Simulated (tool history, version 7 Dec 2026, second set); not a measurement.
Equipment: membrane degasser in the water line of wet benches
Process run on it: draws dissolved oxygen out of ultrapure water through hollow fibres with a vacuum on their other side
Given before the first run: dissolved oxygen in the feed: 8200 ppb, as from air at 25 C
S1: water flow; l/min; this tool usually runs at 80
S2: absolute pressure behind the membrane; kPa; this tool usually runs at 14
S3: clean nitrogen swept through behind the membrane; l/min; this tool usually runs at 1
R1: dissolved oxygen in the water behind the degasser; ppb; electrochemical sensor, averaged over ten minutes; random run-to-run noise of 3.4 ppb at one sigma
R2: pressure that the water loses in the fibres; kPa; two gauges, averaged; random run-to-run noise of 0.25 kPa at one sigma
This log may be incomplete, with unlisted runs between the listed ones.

{"run": 1, "day": 0.0, "S1": 80, "S2": 14, "S3": 1, "R1": 1313.7, "R2": 68.31}
{"run": 2, "day": 2.738, "S1": 80, "S2": 14, "S3": 1, "R1": 1316.8, "R2": 68.08}
{"run": 3, "day": 5.225, "S1": 80, "S2": 14, "S3": 1, "R1": 1313.8, "R2": 68.46}
{"run": 4, "day": 7.296, "S1": 80, "S2": 14, "S3": 1, "R1": 1322.2, "R2": 67.97}
{"run": 5, "day": 9.604, "S1": 80, "S2": 14, "S3": 1, "R1": 1312.5, "R2": 68.02}
{"run": 6, "day": 10.9, "S1": 80, "S2": 14, "S3": 1, "R1": 1318.6, "R2": 68.66}
{"run": 7, "day": 13.642, "S1": 73, "S2": 14, "S3": 1, "R1": 1235.7, "R2": 62.26}
{"run": 8, "day": 15.708, "S1": 73, "S2": 14, "S3": 1, "R1": 1234.2, "R2": 62.88}
{"run": 9, "day": 17.746, "S1": 73, "S2": 14, "S3": 1, "R1": 1239.8, "R2": 62.56}
{"run": 10, "day": 19.567, "S1": 68, "S2": 14, "S3": 1, "R1": 1170.2, "R2": 58.6}
{"run": 11, "day": 22.154, "S1": 110, "S2": 14, "S3": 1, "R1": 1654.7, "R2": 94.31}
{"run": 12, "day": 23.55, "S1": 80, "S2": 14, "S3": 1, "R1": 1318.8, "R2": 68.62}
{"run": 13, "day": 26.483, "S1": 80, "S2": 14, "S3": 1, "R1": 1322.2, "R2": 68.97}
{"day": 28.762, "done": "vacuum gauge calibrated"}
{"run": 14, "day": 28.762, "S1": 80, "S2": 19.8, "S3": 1, "R1": 1864.6, "R2": 68.75}
{"run": 15, "day": 31.788, "S1": 80, "S2": 19.8, "S3": 1, "R1": 1881.5, "R2": 68.57}
{"run": 16, "day": 34.838, "S1": 80, "S2": 14, "S3": 1, "R1": 1303.4, "R2": 68.62}
{"run": 17, "day": 37.571, "S1": 79, "S2": 14.9, "S3": 1, "R1": 1389.7, "R2": 68.08}
{"run": 18, "day": 40.367, "S1": 79, "S2": 14.9, "S3": 1, "R1": 1388.6, "R2": 67.68}
{"run": 19, "day": 42.175, "S1": 79, "S2": 16.1, "S3": 1, "R1": 1509.9, "R2": 67.72}
{"run": 20, "day": 45.175, "S1": 60, "S2": 14, "S3": 1.65, "R1": 753.9, "R2": 51.32}
{"run": 21, "day": 47.867, "S1": 110, "S2": 24.1, "S3": 1.98, "R1": 1883.9, "R2": 94.9}
{"run": 22, "day": 50.762, "S1": 110, "S2": 24.1, "S3": 1.98, "R1": 1891.8, "R2": 94.43}
{"run": 23, "day": 52.846, "S1": 57, "S2": 19.7, "S3": 1.82, "R1": 978.8, "R2": 48.93}
{"run": 24, "day": 54.892, "S1": 72, "S2": 13.4, "S3": 0.51, "R1": 1675.5, "R2": 61.95}
{"run": 25, "day": 57.867, "S1": 67, "S2": 14, "S3": 0.49, "R1": 1726.3, "R2": 57.97}
{"run": 26, "day": 60.258, "S1": 65, "S2": 20.3, "S3": 2.32, "R1": 945.3, "R2": 56.17}
{"run": 27, "day": 62.875, "S1": 65, "S2": 20.3, "S3": 2.32, "R1": 935.7, "R2": 56}
{"run": 28, "day": 65.85, "S1": 67, "S2": 15.4, "S3": 0.6, "R1": 1728.9, "R2": 57.69}
{"run": 29, "day": 68.554, "S1": 49, "S2": 15.4, "S3": 2.08, "R1": 593.2, "R2": 42.49}
{"run": 30, "day": 71.142, "S1": 49, "S2": 24.2, "S3": 2.81, "R1": 771.1, "R2": 42.21}
{"run": 31, "day": 73.767, "S1": 80, "S2": 14.6, "S3": 1.15, "R1": 1258.8, "R2": 69.34}

How would selected steps in R1 from run to run divide? Give the signed amount a tool lacking its hidden state would still show from settings, what came in and random variation, and the signed amount left for the hidden state, including any gauge scatter that is not in both of the compared results.
Unlogged tool condition in this case: membrane still open, %; true pressure behind the membrane over the reading, kPa; air that leaks in behind the membrane, l/min; drift of the gauge itself on oxygen_ppb, %; drift of the gauge itself on loss_of_pressure_kpa, %.
Run 20 -> 21: S1 60 -> 110, S2 14 -> 24.1, S3 1.65 -> 1.98. R1 +1130 ppb: hidden state +6.2, all else +1123.8.
Run 22 -> 23: S1 110 -> 57, S2 24.1 -> 19.7, S3 1.98 -> 1.82. R1 -913 ppb: hidden state -3.6, all else -909.4.
Run 23 -> 24: S1 57 -> 72, S2 19.7 -> 13.4, S3 1.82 -> 0.51. R1 +696.7 ppb: hidden state -28.4, all else +725.1.
Run 25 -> 26: S1 67 -> 65, S2 14 -> 20.3, S3 0.49 -> 2.32. R1 -781 ppb: hidden state +31.9, all else -812.9.
Run 27 -> 28: S1 65 -> 67, S2 20.3 -> 15.4, S3 2.32 -> 0.6. R1 +793.2 ppb: hidden state -25.2, all else +818.4.
Run 28 -> 29: S1 67 -> 49, S3 0.6 -> 2.08. R1 -1135.7 ppb: hidden state +23.9, all else -1159.6.
